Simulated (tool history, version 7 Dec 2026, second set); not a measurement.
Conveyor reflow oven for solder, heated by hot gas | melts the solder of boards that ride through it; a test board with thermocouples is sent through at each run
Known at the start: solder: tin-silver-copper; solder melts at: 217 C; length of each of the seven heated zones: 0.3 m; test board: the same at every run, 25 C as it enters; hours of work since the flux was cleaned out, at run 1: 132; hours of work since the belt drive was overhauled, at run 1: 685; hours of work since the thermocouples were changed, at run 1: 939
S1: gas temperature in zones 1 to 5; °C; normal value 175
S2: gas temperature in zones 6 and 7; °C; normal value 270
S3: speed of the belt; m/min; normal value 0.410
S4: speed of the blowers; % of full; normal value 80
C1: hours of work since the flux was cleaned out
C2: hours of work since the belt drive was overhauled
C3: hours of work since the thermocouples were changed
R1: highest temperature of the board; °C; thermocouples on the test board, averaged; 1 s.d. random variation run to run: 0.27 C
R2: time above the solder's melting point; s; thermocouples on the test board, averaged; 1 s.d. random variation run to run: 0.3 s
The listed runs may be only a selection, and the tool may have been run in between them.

| run | hour | S1 | S2 | S3 | S4 | C1 | C2 | C3 | R1 | R2 |
|---|---|---|---|---|---|---|---|---|---|---|
| 1 | 0.0 | 175 | 270 | 0.410 | 80 | 132 | 685 | 939 | 261.5 | 75.2 |
| 2 | 33.4 | 175 | 270 | 0.410 | 80 | 150 | 702 | 957 | 261.2 | 74.6 |
| 3 | 85.8 | 175 | 270 | 0.410 | 80 | 177 | 729 | 984 | 261.6 | 74.7 |
| 4 | 138.6 | 175 | 274 | 0.410 | 80 | 204 | 757 | 1011 | 265.0 | 77.1 |
| 5 | 185.3 | 175 | 270 | 0.410 | 80 | 229 | 781 | 1036 | 261.2 | 74.5 |
| 6 | 222.2 | 175 | 270 | 0.410 | 80 | 248 | 800 | 1055 | 261.1 | 74.6 |
| 7 | 250.1 | 175 | 270 | 0.410 | 80 | 262 | 815 | 1069 | 261.0 | 74.3 |
| 8 | 292.2 | 175 | 270 | 0.410 | 80 | 284 | 837 | 1091 | 260.8 | 74.1 |
| 9 | 354.9 | 180 | 270 | 0.410 | 80 | 317 | 869 | 1124 | 261.7 | 77.1 |
| 10 | 400.6 | 180 | 270 | 0.410 | 80 | 341 | 893 | 1148 | 261.9 | 76.6 |
| 11 | 451.2 | 175 | 261 | 0.410 | 80 | 367 | 919 | 1174 | 252.3 | 68.7 |
| 12 | 503.4 | 175 | 261 | 0.410 | 80 | 394 | 946 | 1201 | 252.8 | 68.7 |
| 13 | 546.7 | 175 | 261 | 0.357 | 80 | 417 | 969 | 1224 | 255.5 | 82.8 |
|  | 555.1 | flux residue cleaned out of gas plates and filters |
| 14 | 602.2 | 175 | 270 | 0.410 | 80 | 24 | 995 | 1250 | 262.5 | 75.1 |
| 15 | 635.4 | 185 | 270 | 0.410 | 80 | 42 | 1012 | 1267 | 263.4 | 80.2 |
| 16 | 671.6 | 185 | 262 | 0.410 | 80 | 61 | 1031 | 1286 | 256.3 | 75.5 |
| 17 | 703.2 | 169 | 270 | 0.479 | 80 | 77 | 1048 | 1302 | 257.0 | 59.3 |
| 18 | 732.3 | 175 | 270 | 0.348 | 60 | 92 | 1063 | 1317 | 262.3 | 89.4 |
|  | 748.5 | thermocouples of zones 6 and 7 changed |
| 19 | 783.4 | 175 | 270 | 0.387 | 73 | 118 | 1088 | 18 | 259.7 | 78.9 |
| 20 | 829.8 | 165 | 270 | 0.410 | 80 | 142 | 1112 | 42 | 258.2 | 69.2 |
| 21 | 882.3 | 175 | 264 | 0.349 | 80 | 169 | 1140 | 70 | 257.1 | 86.7 |
| 22 | 938.2 | 175 | 264 | 0.349 | 80 | 198 | 1169 | 99 | 257.5 | 87.3 |
| 23 | 988.2 | 175 | 264 | 0.349 | 80 | 224 | 1195 | 125 | 257.5 | 87.3 |
| 24 | 1030.6 | 178 | 264 | 0.349 | 51 | 246 | 1217 | 147 | 252.0 | 81.4 |
| 25 | 1073.4 | 178 | 264 | 0.349 | 51 | 268 | 1239 | 169 | 251.7 | 81.5 |
| 26 | 1123.8 | 178 | 264 | 0.349 | 51 | 295 | 1265 | 195 | 251.5 | 81.4 |
| 27 | 1171.2 | 175 | 281 | 0.366 | 54 | 319 | 1290 | 220 | 266.6 | 86.6 |
| 28 | 1218.9 | 185 | 267 | 0.467 | 84 | 344 | 1315 | 245 | 255.4 | 65.4 |
| 29 | 1273.6 | 161 | 283 | 0.357 | 77 | 372 | 1343 | 273 | 272.9 | 88.9 |
| 30 | 1310.5 | 161 | 283 | 0.357 | 77 | 392 | 1362 | 292 | 273.1 | 88.6 |
|  | 1369.0 | flux residue cleaned out of gas plates and filters |
| 31 | 1369.0 | 161 | 283 | 0.357 | 77 | 0 | 1390 | 320 | 274.6 | 90.3 |

Measured less the same run without the tool's hidden state. The same run-to-run variation is in both; the gauge's scatter may not be:
Hidden conditions of the tool in this case: heat that the gas passes to the board, % of a clean oven's; belt's true speed, % of the reading; true gas temperature in zones 6 and 7 over the reading, C; drift of the gauge itself on peak_c, C; drift of the gauge itself on liquid_s, %.
| run | R1 | R2 |
|---|---|---|
| 1 | +1.6 | +1.6 |
| 2 | +1.6 | +1.6 |
| 3 | +1.6 | +1.5 |
| 4 | +1.5 | +1.5 |
| 5 | +1.5 | +1.5 |
| 6 | +1.5 | +1.5 |
| 7 | +1.4 | +1.5 |
| 8 | +1.3 | +1.5 |
| 9 | +1.3 | +1.5 |
| 10 | +1.3 | +1.5 |
| 11 | +1.3 | +1.3 |
| 12 | +1.2 | +1.2 |
| 13 | +1.5 | +1.6 |
| 14 | +2.7 | +2.6 |
| 15 | +2.6 | +2.5 |
| 16 | +2.6 | +2.7 |
| 17 | +2.5 | +2.5 |
| 18 | +2.7 | +3.3 |
| 19 | +0.0 | +1.2 |
| 20 | -0.1 | +0.9 |
| 21 | -0.1 | +1.2 |
| 22 | -0.1 | +1.2 |
| 23 | -0.1 | +1.2 |
| 24 | +0.1 | +1.4 |
| 25 | +0.1 | +1.4 |
| 26 | +0.0 | +1.4 |
| 27 | +0.0 | +1.5 |
| 28 | -0.6 | +0.7 |
| 29 | -0.5 | +1.3 |
| 30 | -0.5 | +1.2 |
| 31 | +1.1 | +2.4 |

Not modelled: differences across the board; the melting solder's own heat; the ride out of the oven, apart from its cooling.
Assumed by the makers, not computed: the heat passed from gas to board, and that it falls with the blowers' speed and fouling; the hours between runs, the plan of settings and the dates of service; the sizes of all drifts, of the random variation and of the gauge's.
